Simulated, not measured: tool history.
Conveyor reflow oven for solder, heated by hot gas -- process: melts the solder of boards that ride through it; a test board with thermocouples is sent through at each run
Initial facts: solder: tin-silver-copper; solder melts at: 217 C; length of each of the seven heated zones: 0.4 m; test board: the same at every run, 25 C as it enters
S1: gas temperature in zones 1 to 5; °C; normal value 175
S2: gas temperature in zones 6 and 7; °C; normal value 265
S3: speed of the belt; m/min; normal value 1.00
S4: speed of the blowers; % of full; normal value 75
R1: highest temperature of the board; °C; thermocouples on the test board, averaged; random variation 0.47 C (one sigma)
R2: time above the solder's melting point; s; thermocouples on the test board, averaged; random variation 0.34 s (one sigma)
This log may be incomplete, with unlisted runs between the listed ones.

run 1 day=0.000 | S1=175 S2=265 S3=1.00 S4=75 | R1=244.8 R2=31.7
run 2 day=1.338 | S1=175 S2=265 S3=1.00 S4=75 | R1=243.7 R2=30.9
run 3 day=2.038 | S1=175 S2=265 S3=1.01 S4=75 | R1=244.2 R2=30.9
run 4 day=2.625 | S1=175 S2=265 S3=1.01 S4=75 | R1=245.4 R2=30.3
run 5 day=3.596 | S1=172 S2=265 S3=1.01 S4=75 | R1=243.4 R2=30.0
run 6 day=4.829 | S1=172 S2=265 S3=1.01 S4=75 | R1=243.1 R2=29.5
run 7 day=5.696 | S1=172 S2=265 S3=1.01 S4=75 | R1=243.5 R2=29.6
run 8 day=6.708 | S1=175 S2=265 S3=1.00 S4=53 | R1=234.3 R2=22.4
run 9 day=7.942 | S1=175 S2=265 S3=1.00 S4=79 | R1=245.6 R2=32.3
run 10 day=8.867 | S1=175 S2=261 S3=1.00 S4=75 | R1=240.1 R2=29.3
run 11 day=10.004 | S1=175 S2=261 S3=1.00 S4=75 | R1=240.9 R2=29.0
run 12 day=11.308 | S1=175 S2=261 S3=1.00 S4=75 | R1=240.1 R2=29.0
run 13 day=12.388 | S1=175 S2=265 S3=0.96 S4=75 | R1=245.9 R2=32.9
run 14 day=13.504 | S1=175 S2=265 S3=0.96 S4=75 | R1=244.4 R2=33.6
run 15 day=14.212 | S1=175 S2=265 S3=0.96 S4=75 | R1=244.8 R2=32.8
run 16 day=15.538 | S1=174 S2=274 S3=0.89 S4=83 | R1=257.4 R2=42.9
run 17 day=16.817 | S1=175 S2=258 S3=1.00 S4=88 | R1=240.9 R2=30.9
-- day=17.129 flux residue cleaned out of gas plates and filters
run 18 day=18.246 | S1=175 S2=258 S3=1.00 S4=88 | R1=240.9 R2=29.9
run 19 day=19.204 | S1=175 S2=256 S3=1.07 S4=75 | R1=233.0 R2=21.1
run 20 day=20.350 | S1=174 S2=258 S3=1.06 S4=61 | R1=229.2 R2=15.8
run 21 day=20.933 | S1=175 S2=278 S3=1.00 S4=89 | R1=257.0 R2=38.0
run 22 day=21.542 | S1=176 S2=278 S3=0.93 S4=89 | R1=260.0 R2=42.0
run 23 day=22.308 | S1=175 S2=265 S3=0.99 S4=75 | R1=242.3 R2=30.0
run 24 day=22.900 | S1=189 S2=256 S3=1.09 S4=54 | R1=227.2 R2=16.1
-- day=23.417 flux residue cleaned out of gas plates and filters, once more
run 25 day=24.033 | S1=189 S2=256 S3=1.09 S4=61 | R1=233.0 R2=22.1
-- day=25.300 thermocouples of zones 6 and 7 changed
run 26 day=25.454 | S1=162 S2=256 S3=1.09 S4=61 | R1=227.0 R2=11.8
run 27 day=26.346 | S1=162 S2=256 S3=1.09 S4=61 | R1=227.2 R2=11.7
run 28 day=27.675 | S1=162 S2=256 S3=1.08 S4=61 | R1=227.6 R2=12.6
run 29 day=29.062 | S1=161 S2=264 S3=1.07 S4=75 | R1=239.7 R2=23.8
run 30 day=30.375 | S1=161 S2=264 S3=1.07 S4=75 | R1=240.1 R2=23.6

What if the next run were any one of these 5? Each begins from the tool's condition after run 30:
run A day=30.946 | S1=161 S2=265 S3=1.17 S4=64 | R1=? R2=?
run B day=30.946 | S1=161 S2=274 S3=1.07 S4=75 | R1=? R2=?
run C day=30.946 | S1=165 S2=264 S3=1.07 S4=83 | R1=? R2=?
run D day=30.946 | S1=175 S2=258 S3=1.00 S4=75 | R1=? R2=?
run E day=30.946 | S1=168 S2=264 S3=1.07 S4=75 | R1=? R2=?

run=A R1=231.3 R2=14.7
run=B R1=248.5 R2=28.1
run=C R1=243.9 R2=27.0
run=D R1=240.2 R2=29.4
run=E R1=241.1 R2=25.9
Take away the tool's hidden state, keep each run's random variation, and the runs would have read:
run=A R1=231.6 R2=14.8
run=B R1=248.8 R2=28.1
run=C R1=244.2 R2=27.1
run=D R1=240.4 R2=29.4
run=E R1=241.3 R2=26.0
